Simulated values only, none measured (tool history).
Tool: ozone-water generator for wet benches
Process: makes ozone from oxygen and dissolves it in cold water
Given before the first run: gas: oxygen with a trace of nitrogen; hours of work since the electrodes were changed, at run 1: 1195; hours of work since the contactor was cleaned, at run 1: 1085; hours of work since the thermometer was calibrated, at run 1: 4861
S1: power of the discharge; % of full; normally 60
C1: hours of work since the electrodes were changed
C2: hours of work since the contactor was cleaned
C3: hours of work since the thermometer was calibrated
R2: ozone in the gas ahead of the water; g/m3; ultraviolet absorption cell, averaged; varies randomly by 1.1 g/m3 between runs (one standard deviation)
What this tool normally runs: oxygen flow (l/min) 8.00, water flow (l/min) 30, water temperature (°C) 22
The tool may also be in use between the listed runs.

Run 1, day 0.000: usual settings; C1 1195; C2 1085; C3 4861. Result: dissolved ozone (ppm) 15.0, R2 188.5 g/m3.
Run 2, day 0.779: usual settings; C1 1212; C2 1102; C3 4877. Result: dissolved ozone (ppm) 14.9, R2 186.6 g/m3.
Run 3, day 2.179: usual settings; C1 1241; C2 1131; C3 4907. Result: dissolved ozone (ppm) 15.0, R2 187.2 g/m3.
Run 4, day 3.979: usual settings; C1 1279; C2 1169; C3 4945. Result: dissolved ozone (ppm) 15.3, R2 186.6 g/m3.
Run 5, day 5.046: usual settings; C1 1302; C2 1192; C3 4967. Result: dissolved ozone (ppm) 15.3, R2 187.8 g/m3.
Run 6, day 6.821: usual settings but water flow (l/min) 29; C1 1339; C2 1229; C3 5005. Result: dissolved ozone (ppm) 15.4, R2 185.7 g/m3.
Run 7, day 8.475: usual settings but water flow (l/min) 29; C1 1374; C2 1264; C3 5040. Result: dissolved ozone (ppm) 15.6, R2 187.2 g/m3.
Run 8, day 10.092: usual settings but S1 84 % of full; C1 1409; C2 1299; C3 5074. Result: dissolved ozone (ppm) 19.7, R2 246.9 g/m3.
Run 9, day 11.808: usual settings but S1 84 % of full; C1 1445; C2 1335; C3 5110. Result: dissolved ozone (ppm) 19.9, R2 244.3 g/m3.
Run 10, day 12.729: usual settings; C1 1464; C2 1354; C3 5130. Result: dissolved ozone (ppm) 15.2, R2 187.3 g/m3.
Run 11, day 14.188: usual settings but water flow (l/min) 22; C1 1495; C2 1385; C3 5161. Result: dissolved ozone (ppm) 18.8, R2 189.4 g/m3.
At day 14.688: water thermometer calibrated.
Run 12, day 15.579: usual settings but water flow (l/min) 22; C1 1524; C2 1414; C3 19. Result: dissolved ozone (ppm) 18.9, R2 188.9 g/m3.
Run 13, day 17.025: usual settings but water flow (l/min) 22; C1 1555; C2 1445; C3 49. Result: dissolved ozone (ppm) 18.6, R2 188.9 g/m3.
Run 14, day 18.529: usual settings but water flow (l/min) 22; C1 1587; C2 1477; C3 81. Result: dissolved ozone (ppm) 19.1, R2 189.1 g/m3.
Run 15, day 19.838: usual settings but water flow (l/min) 22; C1 1614; C2 1504; C3 109. Result: dissolved ozone (ppm) 19.1, R2 190.2 g/m3.
Run 16, day 21.033: usual settings but water flow (l/min) 22; C1 1640; C2 1530; C3 134. Result: dissolved ozone (ppm) 18.8, R2 190.0 g/m3.
Run 17, day 21.879: usual settings but S1 40 % of full, water flow (l/min) 22, water temperature (°C) 28; C1 1658; C2 1548; C3 152. Result: dissolved ozone (ppm) 12.1, R2 137.2 g/m3.
Run 18, day 23.725: usual settings but S1 40 % of full, water flow (l/min) 19, water temperature (°C) 30; C1 1697; C2 1587; C3 191. Result: dissolved ozone (ppm) 12.8, R2 140.2 g/m3.
Run 19, day 24.683: usual settings but S1 94 % of full, water flow (l/min) 19, water temperature (°C) 30; C1 1717; C2 1607; C3 211. Result: dissolved ozone (ppm) 25.2, R2 271.4 g/m3.
Run 20, day 25.467: usual settings but oxygen flow (l/min) 10.46, water flow (l/min) 28, water temperature (°C) 26; C1 1733; C2 1623; C3 228. Result: dissolved ozone (ppm) 14.5, R2 166.7 g/m3.
Run 21, day 26.288: usual settings but oxygen flow (l/min) 9.56, water flow (l/min) 28, water temperature (°C) 16; C1 1751; C2 1641; C3 245. Result: dissolved ozone (ppm) 17.5, R2 175.3 g/m3.
Run 22, day 27.108: usual settings but S1 93 % of full, oxygen flow (l/min) 4.78, water flow (l/min) 25, water temperature (°C) 14; C1 1768; C2 1658; C3 263. Result: dissolved ozone (ppm) 26.6, R2 352.1 g/m3.
Run 23, day 28.192: usual settings but S1 47 % of full, oxygen flow (l/min) 4.78, water flow (l/min) 25; C1 1791; C2 1681; C3 286. Result: dissolved ozone (ppm) 14.2, R2 205.4 g/m3.
Run 24, day 29.667: usual settings but S1 47 % of full, oxygen flow (l/min) 4.78, water flow (l/min) 25; C1 1822; C2 1712; C3 317. Result: dissolved ozone (ppm) 14.1, R2 202.5 g/m3.
Run 25, day 30.838: usual settings but S1 47 % of full, oxygen flow (l/min) 4.78, water flow (l/min) 25; C1 1847; C2 1737; C3 342. Result: dissolved ozone (ppm) 14.2, R2 206.7 g/m3.
Run 26, day 32.529: usual settings but water flow (l/min) 31, water temperature (°C) 20; C1 1883; C2 1773; C3 377. Result: dissolved ozone (ppm) 15.1, R2 190.9 g/m3.
Run 27, day 33.771: usual settings but S1 57 % of full, oxygen flow (l/min) 11.12, water flow (l/min) 26, water temperature (°C) 20; C1 1909; C2 1799; C3 404. Result: dissolved ozone (ppm) 16.3, R2 154.5 g/m3.
Run 28, day 34.883: usual settings but S1 57 % of full, oxygen flow (l/min) 11.12, water flow (l/min) 26, water temperature (°C) 20; C1 1933; C2 1823; C3 427. Result: dissolved ozone (ppm) 16.3, R2 155.2 g/m3.
Run 29, day 36.312: usual settings but S1 57 % of full, oxygen flow (l/min) 11.12, water flow (l/min) 26, water temperature (°C) 20; C1 1963; C2 1853; C3 458. Result: dissolved ozone (ppm) 16.2, R2 154.3 g/m3.
Run 30, day 37.725: usual settings but water flow (l/min) 41; C1 1993; C2 1883; C3 487. Result: dissolved ozone (ppm) 11.8, R2 192.5 g/m3.
Run 31, day 39.142: usual settings but water flow (l/min) 41; C1 2023; C2 1913; C3 517. Result: dissolved ozone (ppm) 11.7, R2 192.5 g/m3.
Run 32, day 40.004: usual settings but water flow (l/min) 41; C1 2041; C2 1931; C3 536. Result: dissolved ozone (ppm) 11.7, R2 191.4 g/m3.

Below are 3 alternative next runs, each starting from the tool's condition after run 32. Predict each:
Run A, day 40.900: usual settings but water flow (l/min) 41, water temperature (°C) 26; C1 2060; C2 1950; C3 555. Result: dissolved ozone (ppm) ?, R2 ?.
Run B, day 40.900: usual settings but S1 59 % of full, oxygen flow (l/min) 9.25, water flow (l/min) 23; C1 2060; C2 1950; C3 555. Result: dissolved ozone (ppm) ?, R2 ?.
Run C, day 40.900: usual settings but water temperature (°C) 25; C1 2060; C2 1950; C3 555. Result: dissolved ozone (ppm) ?, R2 ?.

run  dissolved ozone (ppm)     R2
  A                   11.0  192.8
  B                   17.8  174.8
  C                   14.4  191.8
Without the tool's hidden state the same runs would have given:
run  dissolved ozone (ppm)     R2
  A                   11.0  188.7
  B                   17.8  171.0
  C                   14.5  187.6
